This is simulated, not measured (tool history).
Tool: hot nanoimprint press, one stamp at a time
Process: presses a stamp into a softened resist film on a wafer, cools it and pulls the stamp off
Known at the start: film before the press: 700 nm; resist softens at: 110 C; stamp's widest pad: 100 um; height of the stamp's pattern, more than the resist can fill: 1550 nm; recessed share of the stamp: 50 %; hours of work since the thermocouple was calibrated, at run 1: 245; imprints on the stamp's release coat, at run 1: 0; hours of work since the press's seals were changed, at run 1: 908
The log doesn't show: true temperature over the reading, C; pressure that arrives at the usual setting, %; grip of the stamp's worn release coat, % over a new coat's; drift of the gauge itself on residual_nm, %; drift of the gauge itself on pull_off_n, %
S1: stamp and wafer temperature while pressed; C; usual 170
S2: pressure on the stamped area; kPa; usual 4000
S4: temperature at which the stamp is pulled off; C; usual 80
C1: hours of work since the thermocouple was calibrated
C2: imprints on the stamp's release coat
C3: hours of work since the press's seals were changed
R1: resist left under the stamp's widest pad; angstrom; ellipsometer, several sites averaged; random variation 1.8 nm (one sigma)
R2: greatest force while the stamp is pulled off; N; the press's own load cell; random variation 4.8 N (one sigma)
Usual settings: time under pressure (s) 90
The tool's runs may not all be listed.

{"run": 1, "hour": 0.0, "S1": 170, "S2": 4000, "time under pressure (s)": 90, "S4": 80, "C1": 245, "C2": 0, "C3": 908, "R1": 2972, "R2": 236}
{"run": 2, "hour": 30.0, "S1": 170, "S2": 4000, "time under pressure (s)": 90, "S4": 80, "C1": 261, "C2": 65, "C3": 924, "R1": 2966, "R2": 232}
{"run": 3, "hour": 60.8, "S1": 170, "S2": 4000, "time under pressure (s)": 90, "S4": 80, "C1": 277, "C2": 133, "C3": 941, "R1": 2952, "R2": 235}
{"run": 4, "hour": 100.3, "S1": 170, "S2": 4000, "time under pressure (s)": 75, "S4": 80, "C1": 298, "C2": 219, "C3": 962, "R1": 3138, "R2": 237}
{"run": 5, "hour": 121.0, "S1": 170, "S2": 4000, "time under pressure (s)": 90, "S4": 80, "C1": 310, "C2": 264, "C3": 973, "R1": 2947, "R2": 236}
{"run": 6, "hour": 159.4, "S1": 170, "S2": 4000, "time under pressure (s)": 90, "S4": 80, "C1": 330, "C2": 348, "C3": 994, "R1": 2952, "R2": 237}
{"hour": 175.5, "done": "plate thermocouple calibrated"}
{"run": 7, "hour": 182.2, "S1": 170, "S2": 4000, "time under pressure (s)": 90, "S4": 80, "C1": 4, "C2": 391, "C3": 1005, "R1": 2961, "R2": 238}
{"run": 8, "hour": 211.1, "S1": 170, "S2": 4000, "time under pressure (s)": 90, "S4": 73, "C1": 19, "C2": 454, "C3": 1020, "R1": 2938, "R2": 254}
{"run": 9, "hour": 247.2, "S1": 170, "S2": 4000, "time under pressure (s)": 90, "S4": 73, "C1": 38, "C2": 533, "C3": 1040, "R1": 2957, "R2": 248}
{"run": 10, "hour": 273.9, "S1": 170, "S2": 4000, "time under pressure (s)": 90, "S4": 73, "C1": 53, "C2": 591, "C3": 1054, "R1": 2918, "R2": 239}
{"run": 11, "hour": 300.8, "S1": 170, "S2": 5280, "time under pressure (s)": 90, "S4": 80, "C1": 67, "C2": 650, "C3": 1068, "R1": 2544, "R2": 237}
{"hour": 319.3, "done": "stamp cleaned and given a new release coat"}
{"run": 12, "hour": 333.1, "S1": 170, "S2": 5280, "time under pressure (s)": 90, "S4": 80, "C1": 81, "C2": 30, "C3": 1082, "R1": 2530, "R2": 241}
{"run": 13, "hour": 374.6, "S1": 170, "S2": 5280, "time under pressure (s)": 90, "S4": 80, "C1": 104, "C2": 121, "C3": 1105, "R1": 2565, "R2": 237}
{"hour": 396.2, "done": "press's hydraulic seals changed and the load cell set to zero"}
{"run": 14, "hour": 401.4, "S1": 170, "S2": 5280, "time under pressure (s)": 90, "S4": 80, "C1": 114, "C2": 162, "C3": 3, "R1": 2563, "R2": 232}
{"run": 15, "hour": 431.2, "S1": 170, "S2": 5280, "time under pressure (s)": 90, "S4": 80, "C1": 130, "C2": 227, "C3": 19, "R1": 2544, "R2": 233}
{"run": 16, "hour": 466.4, "S1": 161, "S2": 4690, "time under pressure (s)": 130, "S4": 74, "C1": 149, "C2": 303, "C3": 38, "R1": 3979, "R2": 256}
{"run": 17, "hour": 494.9, "S1": 170, "S2": 4000, "time under pressure (s)": 90, "S4": 78, "C1": 164, "C2": 365, "C3": 53, "R1": 2934, "R2": 244}
{"run": 18, "hour": 532.2, "S1": 170, "S2": 4000, "time under pressure (s)": 90, "S4": 78, "C1": 184, "C2": 447, "C3": 73, "R1": 2948, "R2": 250}
{"run": 19, "hour": 560.1, "S1": 170, "S2": 4000, "time under pressure (s)": 90, "S4": 78, "C1": 199, "C2": 508, "C3": 88, "R1": 2978, "R2": 245}
{"run": 20, "hour": 602.3, "S1": 170, "S2": 3740, "time under pressure (s)": 158, "S4": 80, "C1": 222, "C2": 600, "C3": 111, "R1": 2498, "R2": 243}
{"hour": 643.2, "done": "stamp cleaned and given a new release coat"}
{"run": 21, "hour": 646.2, "S1": 165, "S2": 4000, "time under pressure (s)": 153, "S4": 80, "C1": 242, "C2": 6, "C3": 131, "R1": 3262, "R2": 232}
{"run": 22, "hour": 687.8, "S1": 165, "S2": 4000, "time under pressure (s)": 153, "S4": 80, "C1": 264, "C2": 97, "C3": 153, "R1": 3252, "R2": 233}
{"run": 23, "hour": 719.0, "S1": 170, "S2": 4000, "time under pressure (s)": 83, "S4": 80, "C1": 281, "C2": 165, "C3": 170, "R1": 3057, "R2": 237}
{"run": 24, "hour": 756.6, "S1": 170, "S2": 4000, "time under pressure (s)": 162, "S4": 75, "C1": 301, "C2": 247, "C3": 190, "R1": 2375, "R2": 247}
{"run": 25, "hour": 789.8, "S1": 170, "S2": 2650, "time under pressure (s)": 79, "S4": 81, "C1": 319, "C2": 320, "C3": 208, "R1": 3742, "R2": 235}
{"run": 26, "hour": 818.3, "S1": 170, "S2": 2650, "time under pressure (s)": 79, "S4": 81, "C1": 335, "C2": 382, "C3": 223, "R1": 3759, "R2": 231}
{"hour": 825.9, "done": "plate thermocouple calibrated"}
{"run": 27, "hour": 846.3, "S1": 170, "S2": 2650, "time under pressure (s)": 79, "S4": 81, "C1": 11, "C2": 436, "C3": 237, "R1": 3779, "R2": 237}
{"run": 28, "hour": 874.4, "S1": 161, "S2": 4000, "time under pressure (s)": 114, "S4": 80, "C1": 26, "C2": 498, "C3": 252, "R1": 4406, "R2": 234}
{"run": 29, "hour": 907.0, "S1": 169, "S2": 3110, "time under pressure (s)": 95, "S4": 85, "C1": 44, "C2": 569, "C3": 270, "R1": 3469, "R2": 229}

Hidden state at the last listed run before each entry between runs and at the first one after, where it differs:
Between runs 6 and 7: plate thermocouple calibrated (hour 175.5)
  true temperature over the reading, C: -0.04 -> 0
Between runs 11 and 12: stamp cleaned and given a new release coat (hour 319.3)
  grip of the stamp's worn release coat, % over a new coat's: 0.6 -> 0
Between runs 13 and 14: press's hydraulic seals changed and the load cell set to zero (hour 396.2)
  pressure that arrives at the usual setting, %: 99.89 -> 100
Between runs 20 and 21: stamp cleaned and given a new release coat (hour 643.2)
  pressure that arrives at the usual setting, %: 99.99 -> 99.98; grip of the stamp's worn release coat, % over a new coat's: 0.5 -> 0
Between runs 26 and 27: plate thermocouple calibrated (hour 825.9)
  true temperature over the reading, C: -0.03 -> 0; grip of the stamp's worn release coat, % over a new coat's: 0.3 -> 0.4

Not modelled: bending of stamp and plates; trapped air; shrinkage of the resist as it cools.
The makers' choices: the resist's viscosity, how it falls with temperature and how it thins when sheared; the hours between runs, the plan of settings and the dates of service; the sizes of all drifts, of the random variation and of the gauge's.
